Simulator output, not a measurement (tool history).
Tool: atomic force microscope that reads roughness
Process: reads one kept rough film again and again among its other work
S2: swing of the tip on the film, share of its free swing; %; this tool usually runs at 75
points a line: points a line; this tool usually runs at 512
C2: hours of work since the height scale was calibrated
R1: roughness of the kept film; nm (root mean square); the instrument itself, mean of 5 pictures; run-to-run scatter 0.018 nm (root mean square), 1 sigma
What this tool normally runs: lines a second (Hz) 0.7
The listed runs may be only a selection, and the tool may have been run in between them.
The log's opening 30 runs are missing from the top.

-- day=41.633 new tip fitted
run 31 day=42.888 | lines_a_second_(Hz)=0.928 S2=60 points_a_line=335 | pictures_with_this_tip=37 C2=735 | R1=3.994
run 32 day=43.992 | lines_a_second_(Hz)=1.847 S2=60 points_a_line=335 | pictures_with_this_tip=70 C2=748 | R1=3.753
-- day=44.983 new tip fitted
run 33 day=45.746 | lines_a_second_(Hz)=2.125 S2=60 points_a_line=413 | pictures_with_this_tip=22 C2=769 | R1=4.043
run 34 day=47.504 | lines_a_second_(Hz)=0.632 S2=64 points_a_line=743 | pictures_with_this_tip=75 C2=790 | R1=3.772
-- day=48.225 new tip fitted
run 35 day=48.529 | lines_a_second_(Hz)=1.714 S2=73 points_a_line=558 | pictures_with_this_tip=9 C2=802 | R1=4.075
run 36 day=49.796 | lines_a_second_(Hz)=1.714 S2=73 points_a_line=558 | pictures_with_this_tip=47 C2=818 | R1=3.843
run 37 day=50.629 | lines_a_second_(Hz)=1.039 S2=69 points_a_line=494 | pictures_with_this_tip=72 C2=828 | R1=3.765
-- day=51.462 new tip fitted
run 38 day=51.533 | lines_a_second_(Hz)=0.574 S2=68 points_a_line=277 | pictures_with_this_tip=2 C2=838 | R1=4.215
run 39 day=53.162 | lines_a_second_(Hz)=0.574 S2=68 points_a_line=277 | pictures_with_this_tip=50 C2=858 | R1=3.884
run 40 day=54.467 | lines_a_second_(Hz)=3.356 S2=68 points_a_line=884 | pictures_with_this_tip=89 C2=874 | R1=3.576
-- day=54.654 new tip fitted
run 41 day=55.55 | lines_a_second_(Hz)=1.62 S2=68 points_a_line=884 | pictures_with_this_tip=27 C2=886 | R1=4.031
run 42 day=56.742 | lines_a_second_(Hz)=0.7 S2=81 points_a_line=512 | pictures_with_this_tip=62 C2=901 | R1=3.802
-- day=57.942 new tip fitted
run 43 day=57.996 | lines_a_second_(Hz)=0.7 S2=59 points_a_line=635 | pictures_with_this_tip=2 C2=916 | R1=4.239
run 44 day=59.338 | lines_a_second_(Hz)=3.229 S2=78 points_a_line=512 | pictures_with_this_tip=41 C2=932 | R1=3.729
run 45 day=60.65 | lines_a_second_(Hz)=0.713 S2=86 points_a_line=428 | pictures_with_this_tip=80 C2=948 | R1=3.66
-- day=61.179 new tip fitted
run 46 day=62.046 | lines_a_second_(Hz)=0.713 S2=57 points_a_line=450 | pictures_with_this_tip=25 C2=964 | R1=4.041
run 47 day=63.038 | lines_a_second_(Hz)=0.7 S2=87 points_a_line=512 | pictures_with_this_tip=55 C2=976 | R1=3.824
-- day=64.371 new tip fitted
run 48 day=64.4 | lines_a_second_(Hz)=0.7 S2=63 points_a_line=463 | pictures_with_this_tip=1 C2=992 | R1=4.197
run 49 day=65.933 | lines_a_second_(Hz)=0.7 S2=89 points_a_line=279 | pictures_with_this_tip=46 C2=1011 | R1=3.787
run 50 day=67.042 | lines_a_second_(Hz)=0.7 S2=89 points_a_line=279 | pictures_with_this_tip=79 C2=1024 | R1=3.636

Alternative continuations, all from the tool just after run 50; predict every row:
-- day=67.638 new tip fitted
run A day=68.288 | lines_a_second_(Hz)=0.527 S2=75 points_a_line=330 | pictures_with_this_tip=19 C2=1039 | R1=?
-- day=67.638 new tip fitted
run B day=68.288 | lines_a_second_(Hz)=1.879 S2=86 points_a_line=490 | pictures_with_this_tip=19 C2=1039 | R1=?
-- day=67.638 new tip fitted
run C day=68.288 | lines_a_second_(Hz)=0.833 S2=89 points_a_line=743 | pictures_with_this_tip=19 C2=1039 | R1=?
-- day=67.638 new tip fitted
run D day=68.288 | lines_a_second_(Hz)=1.148 S2=85 points_a_line=979 | pictures_with_this_tip=19 C2=1039 | R1=?

run=A R1=4.061
run=B R1=3.897
run=C R1=4.021
run=D R1=4.011
Had the tool no hidden state, the same runs would have come out as:
run=A R1=4.243
run=B R1=4.071
run=C R1=4.201
run=D R1=4.19
